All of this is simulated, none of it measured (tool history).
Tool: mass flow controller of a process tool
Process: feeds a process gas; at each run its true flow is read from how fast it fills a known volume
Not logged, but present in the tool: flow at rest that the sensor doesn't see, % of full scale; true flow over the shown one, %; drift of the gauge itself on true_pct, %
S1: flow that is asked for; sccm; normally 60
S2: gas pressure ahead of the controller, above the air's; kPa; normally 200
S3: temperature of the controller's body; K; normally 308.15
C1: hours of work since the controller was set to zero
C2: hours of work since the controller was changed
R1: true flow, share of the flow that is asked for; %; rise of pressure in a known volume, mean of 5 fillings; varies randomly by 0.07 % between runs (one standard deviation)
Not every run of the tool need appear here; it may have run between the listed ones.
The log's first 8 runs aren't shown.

run 9 hour=808.1 | S1=60 S2=200 S3=304.15 | C1=2284 C2=2284 | R1=97.39
run 10 hour=910.5 | S1=60 S2=200 S3=304.15 | C1=2334 C2=2334 | R1=97.20
run 11 hour=1030.4 | S1=60 S2=200 S3=304.15 | C1=2391 C2=2391 | R1=97.30
run 12 hour=1117.8 | S1=60 S2=200 S3=304.15 | C1=2433 C2=2433 | R1=97.28
run 13 hour=1186.2 | S1=60 S2=200 S3=304.15 | C1=2466 C2=2466 | R1=97.15
run 14 hour=1316.4 | S1=60 S2=200 S3=304.15 | C1=2529 C2=2529 | R1=97.21
run 15 hour=1404.7 | S1=60 S2=200 S3=304.15 | C1=2571 C2=2571 | R1=97.23
run 16 hour=1492.1 | S1=60 S2=191 S3=308.15 | C1=2613 C2=2613 | R1=96.80
run 17 hour=1604.4 | S1=60 S2=191 S3=308.15 | C1=2667 C2=2667 | R1=96.82
run 18 hour=1740.8 | S1=60 S2=191 S3=308.15 | C1=2733 C2=2733 | R1=96.74
run 19 hour=1860.6 | S1=60 S2=191 S3=308.15 | C1=2790 C2=2790 | R1=96.74
run 20 hour=1963.4 | S1=60 S2=191 S3=308.15 | C1=2840 C2=2840 | R1=96.84
run 21 hour=2082.8 | S1=60 S2=200 S3=296.15 | C1=2897 C2=2897 | R1=97.45
run 22 hour=2198.0 | S1=60 S2=200 S3=296.15 | C1=2952 C2=2952 | R1=97.39
run 23 hour=2267.4 | S1=125 S2=200 S3=308.15 | C1=2986 C2=2986 | R1=98.34

What does the tool deliver on the next run?
run 24 hour=2330.5 | S1=125 S2=200 S3=308.15 | C1=3016 C2=3016 | R1=?

R1: 98.34 %
Without the tool's hidden state the same run would have given R1 98.67 %.

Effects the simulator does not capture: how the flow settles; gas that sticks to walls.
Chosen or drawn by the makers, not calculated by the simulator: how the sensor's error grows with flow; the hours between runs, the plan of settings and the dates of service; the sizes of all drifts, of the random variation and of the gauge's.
